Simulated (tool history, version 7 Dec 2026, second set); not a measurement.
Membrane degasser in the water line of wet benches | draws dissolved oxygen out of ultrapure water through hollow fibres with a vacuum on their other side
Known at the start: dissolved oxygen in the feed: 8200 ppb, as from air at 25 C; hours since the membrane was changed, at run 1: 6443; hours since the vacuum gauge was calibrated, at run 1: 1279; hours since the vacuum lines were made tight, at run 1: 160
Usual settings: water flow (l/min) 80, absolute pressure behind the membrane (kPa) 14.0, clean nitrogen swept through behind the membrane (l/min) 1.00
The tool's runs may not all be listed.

| run | hour | water flow (l/min) | absolute pressure behind the membrane (kPa) | clean nitrogen swept through behind the membrane (l/min) | hours since the membrane was changed | hours since the vacuum gauge was calibrated | hours since the vacuum lines were made tight | dissolved oxygen in the water behind the degasser (ppb) | pressure that the water loses in the fibres (kPa) |
|---|---|---|---|---|---|---|---|---|---|
| 1 | 0.0 | 80 | 14.0 | 1.00 | 6443 | 1279 | 160 | 1309.2 | 43.84 |
| 2 | 127.2 | 80 | 14.0 | 1.00 | 6570 | 1406 | 287 | 1310.1 | 43.95 |
| 3 | 326.9 | 80 | 14.0 | 1.00 | 6770 | 1606 | 487 | 1314.9 | 43.83 |
| 4 | 443.3 | 80 | 14.0 | 1.00 | 6886 | 1722 | 603 | 1310.5 | 44.19 |
| 5 | 702.2 | 51 | 14.0 | 1.00 | 7145 | 1981 | 862 | 958.1 | 28.35 |
| 6 | 885.4 | 51 | 14.0 | 1.00 | 7328 | 2164 | 1045 | 959.9 | 28.29 |
| 7 | 1000.1 | 51 | 14.0 | 1.00 | 7443 | 2279 | 1160 | 958.3 | 28.04 |
| 8 | 1221.4 | 80 | 14.0 | 1.00 | 7664 | 2500 | 1381 | 1318.0 | 43.95 |
| 9 | 1447.4 | 80 | 14.0 | 1.00 | 7890 | 2726 | 1608 | 1316.6 | 44.37 |
| 10 | 1592.0 | 80 | 14.0 | 1.00 | 8035 | 2871 | 1752 | 1314.1 | 43.81 |
| 11 | 1750.1 | 80 | 9.3 | 1.00 | 8193 | 3029 | 1910 | 794.3 | 43.94 |
| 12 | 1871.2 | 80 | 9.3 | 1.00 | 8314 | 3150 | 2031 | 795.1 | 44.45 |
|  | 2003.3 | vacuum gauge calibrated |
| 13 | 2068.1 | 80 | 14.0 | 1.00 | 8510 | 65 | 2228 | 1313.8 | 43.89 |
| 14 | 2305.1 | 80 | 12.5 | 0.46 | 8747 | 302 | 2465 | 1746.6 | 44.35 |
| 15 | 2539.7 | 106 | 14.9 | 0.46 | 8982 | 536 | 2699 | 2416.6 | 58.74 |
| 16 | 2730.2 | 95 | 22.8 | 1.00 | 9172 | 727 | 2890 | 2377.4 | 52.18 |
| 17 | 2967.7 | 80 | 14.0 | 0.44 | 9410 | 964 | 3127 | 2023.6 | 44.35 |
| 18 | 3148.8 | 80 | 14.0 | 0.44 | 9591 | 1145 | 3308 | 2023.2 | 44.45 |
|  | 3161.1 | vacuum gauge calibrated, once more |
| 19 | 3368.9 | 104 | 15.0 | 2.32 | 9811 | 208 | 3528 | 1002.3 | 57.59 |
| 20 | 3567.9 | 104 | 15.0 | 2.32 | 10010 | 407 | 3727 | 1009.7 | 57.51 |
| 21 | 3817.5 | 104 | 15.0 | 2.32 | 10259 | 656 | 3977 | 1006.9 | 57.88 |
| 22 | 3945.5 | 104 | 15.0 | 2.32 | 10387 | 784 | 4105 | 1006.7 | 57.87 |
| 23 | 4061.4 | 104 | 19.7 | 1.21 | 10503 | 900 | 4220 | 1978.7 | 58.03 |
| 24 | 4232.8 | 75 | 11.5 | 0.70 | 10674 | 1072 | 4392 | 1230.1 | 41.59 |
| 25 | 4473.5 | 75 | 11.5 | 0.70 | 10915 | 1312 | 4633 | 1226.0 | 41.49 |
| 26 | 4666.1 | 108 | 20.4 | 1.15 | 11108 | 1505 | 4825 | 2150.3 | 60.15 |

3 ways to go on from here, each from the tool as it stands after run 26. What would each give?
| A | 4899.7 | 76 | 24.2 | 0.58 | 11341 | 1739 | 5059 | ? | ? |
| B | 4899.7 | 80 | 14.0 | 1.80 | 11341 | 1739 | 5059 | ? | ? |
| C | 4899.7 | 80 | 21.5 | 0.49 | 11341 | 1739 | 5059 | ? | ? |

| run | dissolved oxygen in the water behind the degasser (ppb) | pressure that the water loses in the fibres (kPa) |
|---|---|---|
| A | 2919.5 | 42.47 |
| B | 895.5 | 44.53 |
| C | 2919.8 | 44.55 |
Without the tool's hidden state the same runs would have given:
| run | dissolved oxygen in the water behind the degasser (ppb) | pressure that the water loses in the fibres (kPa) |
|---|---|---|
| A | 2920.0 | 41.18 |
| B | 889.4 | 43.18 |
| C | 2921.1 | 43.19 |
